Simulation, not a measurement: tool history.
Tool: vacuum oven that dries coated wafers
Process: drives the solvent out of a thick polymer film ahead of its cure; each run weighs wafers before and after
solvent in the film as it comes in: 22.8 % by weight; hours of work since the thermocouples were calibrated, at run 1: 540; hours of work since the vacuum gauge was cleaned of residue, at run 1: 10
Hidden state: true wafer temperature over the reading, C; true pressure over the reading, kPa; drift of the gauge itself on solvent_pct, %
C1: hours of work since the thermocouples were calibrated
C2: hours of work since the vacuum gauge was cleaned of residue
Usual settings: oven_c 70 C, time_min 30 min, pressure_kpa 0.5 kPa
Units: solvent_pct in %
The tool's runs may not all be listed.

Run 1, hour 0: usual settings; C1 540; C2 10. Result: solvent_pct 0.94 %.
Run 2, hour 13.8: usual settings but oven_c 78 C; C1 547; C2 17. Result: solvent_pct 0.18 %.
Run 3, hour 40.1: usual settings but oven_c 65 C; C1 559; C2 29. Result: solvent_pct 2.24 %.
Run 4, hour 67.9: usual settings but time_min 32 min; C1 572; C2 42. Result: solvent_pct 0.82 %.
Run 5, hour 83.2: usual settings but time_min 32 min; C1 579; C2 49. Result: solvent_pct 0.8 %.
Run 6, hour 113.4: usual settings but time_min 32 min; C1 593; C2 63. Result: solvent_pct 0.8 %.
Run 7, hour 128.7: usual settings but oven_c 61 C; C1 600; C2 70. Result: solvent_pct 3.96 %.
Run 8, hour 153.9: usual settings but oven_c 58 C; C1 612; C2 82. Result: solvent_pct 5.4 %.
Run 9, hour 175.9: usual settings but oven_c 58 C; C1 622; C2 92. Result: solvent_pct 5.43 %.
Run 10, hour 197.9: usual settings but oven_c 61 C; C1 633; C2 103. Result: solvent_pct 3.94 %.
Run 11, hour 231: usual settings but pressure_kpa 1.194 kPa; C1 648; C2 118. Result: solvent_pct 1.15 %.
Run 12, hour 257.7: usual settings but pressure_kpa 1.194 kPa; C1 661; C2 130. Result: solvent_pct 1.08 %.
Run 13, hour 289.1: usual settings but pressure_kpa 1.194 kPa; C1 675; C2 145. Result: solvent_pct 1.14 %.
Run 14, hour 317.1: usual settings but pressure_kpa 1.194 kPa; C1 688; C2 158. Result: solvent_pct 1.11 %.
Run 15, hour 342.3: usual settings but pressure_kpa 1.194 kPa; C1 700; C2 170. Result: solvent_pct 1.13 %.
Run 16, hour 363: usual settings but pressure_kpa 1.194 kPa; C1 710; C2 180. Result: solvent_pct 1.16 %.
Run 17, hour 396.8: usual settings but pressure_kpa 1.194 kPa; C1 725; C2 195. Result: solvent_pct 1.13 %.
Run 18, hour 428.8: usual settings but pressure_kpa 1.194 kPa; C1 740; C2 210. Result: solvent_pct 1.13 %.
Run 19, hour 459.7: usual settings but pressure_kpa 1.194 kPa; C1 755; C2 225. Result: solvent_pct 1.15 %.
Run 20, hour 480.7: usual settings; C1 765; C2 235. Result: solvent_pct 0.95 %.
Run 21, hour 501.3: usual settings but time_min 23 min; C1 774; C2 244. Result: solvent_pct 1.8 %.
Run 22, hour 526.5: usual settings but time_min 23 min; C1 786; C2 256. Result: solvent_pct 1.8 %.
Run 23, hour 550.2: usual settings but time_min 23 min, pressure_kpa 0.856 kPa; C1 797; C2 267. Result: solvent_pct 1.93 %.
Run 24, hour 580.8: usual settings but time_min 23 min, pressure_kpa 0.856 kPa; C1 811; C2 281. Result: solvent_pct 1.9 %.
Run 25, hour 597.6: usual settings but time_min 23 min, pressure_kpa 0.856 kPa; C1 819; C2 289. Result: solvent_pct 1.91 %.
Run 26, hour 612.3: usual settings but oven_c 80 C, pressure_kpa 0.999 kPa; C1 826; C2 296. Result: solvent_pct 0.2 %.
Run 27, hour 632.2: usual settings but oven_c 79 C, time_min 16 min; C1 835; C2 305. Result: solvent_pct 0.88 %.
Run 28, hour 655.9: usual settings but oven_c 55 C, time_min 35 min, pressure_kpa 0.641 kPa; C1 846; C2 316. Result: solvent_pct 6.06 %.
Run 29, hour 675.7: usual settings but oven_c 55 C, time_min 35 min, pressure_kpa 0.641 kPa; C1 856; C2 326. Result: solvent_pct 6.11 %.
Run 30, hour 690.6: usual settings but oven_c 55 C, time_min 35 min, pressure_kpa 0.641 kPa; C1 863; C2 333. Result: solvent_pct 6.08 %.
Run 31, hour 718.7: usual settings but oven_c 55 C, time_min 35 min, pressure_kpa 0.641 kPa; C1 876; C2 346. Result: solvent_pct 6.12 %.
Run 32, hour 736.3: usual settings but oven_c 83 C, time_min 35 min, pressure_kpa 1.193 kPa; C1 884; C2 354. Result: solvent_pct 0.2 %.
Run 33, hour 757.4: usual settings but oven_c 59 C, time_min 39 min, pressure_kpa 1.887 kPa; C1 894; C2 364. Result: solvent_pct 3.91 %.
Run 34, hour 779.5: usual settings but oven_c 69 C, pressure_kpa 0.633 kPa; C1 904; C2 374. Result: solvent_pct 1.2 %.
Run 35, hour 804.3: usual settings but oven_c 80 C, time_min 29 min, pressure_kpa 0.372 kPa; C1 916; C2 386. Result: solvent_pct 0.12 %.
Run 36, hour 832.3: usual settings but time_min 16 min; C1 929; C2 399. Result: solvent_pct 3.64 %.
Run 37, hour 846.1: usual settings but time_min 27 min, pressure_kpa 1.124 kPa; C1 935; C2 405. Result: solvent_pct 1.41 %.
Run 38, hour 878.5: usual settings but time_min 18 min, pressure_kpa 1.124 kPa; C1 950; C2 420. Result: solvent_pct 3.1 %.
Run 39, hour 908.1: usual settings but pressure_kpa 0.712 kPa; C1 964; C2 434. Result: solvent_pct 1.01 %.
Run 40, hour 937.2: usual settings but oven_c 81 C, time_min 18 min, pressure_kpa 0.64 kPa; C1 978; C2 448. Result: solvent_pct 0.44 %.
Run 41, hour 961.5: usual settings but oven_c 80 C, time_min 21 min, pressure_kpa 0.64 kPa; C1 989; C2 459. Result: solvent_pct 0.32 %.
Run 42, hour 988.9: usual settings but oven_c 69 C, time_min 29 min, pressure_kpa 0.64 kPa; C1 1002; C2 472. Result: solvent_pct 1.29 %.
Run 43, hour 1013.1: usual settings but oven_c 63 C, time_min 19 min, pressure_kpa 0.703 kPa; C1 1013; C2 483. Result: solvent_pct 5.9 %.
Run 44, hour 1036.1: usual settings but oven_c 63 C, time_min 19 min, pressure_kpa 0.703 kPa; C1 1024; C2 494. Result: solvent_pct 5.87 %.
Run 45, hour 1068: usual settings but time_min 19 min, pressure_kpa 0.364 kPa; C1 1039; C2 509. Result: solvent_pct 2.66 %.
Run 46, hour 1083: usual settings but oven_c 63 C, pressure_kpa 0.878 kPa; C1 1046; C2 516. Result: solvent_pct 3.19 %.
Run 47, hour 1114.9: usual settings but time_min 16 min, pressure_kpa 0.621 kPa; C1 1061; C2 531. Result: solvent_pct 3.66 %.

3 ways to go on from here, each from the tool as it stands after run 47. What would each give?
Run A, hour 1129: usual settings but oven_c 58 C, time_min 49 min, pressure_kpa 0.597 kPa; C1 1067; C2 537. Result: solvent_pct ?.
Run B, hour 1129: usual settings but oven_c 62 C, time_min 20 min, pressure_kpa 1.67 kPa; C1 1067; C2 537. Result: solvent_pct ?.
Run C, hour 1129: usual settings but oven_c 61 C, time_min 36 min, pressure_kpa 1.317 kPa; C1 1067; C2 537. Result: solvent_pct ?.

run  solvent_pct
  A          2.6
  B         6.39
  C         3.21
Without the tool's hidden state the same runs would have given:
run  solvent_pct
  A         2.59
  B         6.37
  C         3.19

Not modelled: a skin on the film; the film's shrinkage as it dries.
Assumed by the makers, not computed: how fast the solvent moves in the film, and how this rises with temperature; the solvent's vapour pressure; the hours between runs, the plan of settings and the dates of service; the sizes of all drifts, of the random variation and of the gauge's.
